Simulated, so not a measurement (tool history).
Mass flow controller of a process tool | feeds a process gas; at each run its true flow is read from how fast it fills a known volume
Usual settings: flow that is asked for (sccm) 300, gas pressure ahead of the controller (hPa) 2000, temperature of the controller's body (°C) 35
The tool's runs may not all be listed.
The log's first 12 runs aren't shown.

run	hour	flow that is asked for (sccm)	gas pressure ahead of the controller (hPa)	temperature of the controller's body (°C)	hours of work since the controller was set to zero	hours of work since the controller was changed	true flow (%)
13	1000.5	300	2000	35	1004	1004	97.94
14	1081.2	300	2000	35	1064	1064	97.71
15	1174.7	300	2000	35	1134	1134	97.83
16	1276.8	300	2000	35	1210	1210	97.69
17	1376.0	300	2000	35	1284	1284	97.65
18	1430.8	377	2000	35	1325	1325	97.77
19	1493.4	300	2130	35	1372	1372	97.69
20	1547.5	300	2000	35	1412	1412	97.92
21	1632.6	300	1590	35	1476	1476	97.86
22	1704.0	247	2000	35	1529	1529	97.81
# hour 1710.9: controller's zero set anew
23	1808.4	247	2000	35	73	1607	97.93
24	1897.7	247	2000	35	140	1673	97.98
# hour 1986.2: controller's zero set anew, once more
25	1990.2	153	2000	30	3	1742	97.13
26	2034.7	815	2000	20	36	1775	99.26
27	2120.5	573	1970	38	100	1839	97.55
28	2173.7	573	1970	38	140	1879	97.55
29	2277.4	573	1970	38	217	1956	97.60
30	2358.7	573	1970	38	278	2017	97.44
31	2402.1	573	1970	38	311	2049	97.44
32	2498.9	300	2360	35	383	2122	97.10
33	2574.3	300	2020	35	439	2178	97.06
34	2659.9	300	2000	35	503	2242	97.19
35	2761.6	300	2000	35	579	2318	97.11

Run 36 comes next. What will it give?
36	2834.6	215	2770	35	634	2372	?

{"run 36": {"true flow (%)": 96.9}}
Without the tool's hidden state the same run would have given true flow (%) 97.32.
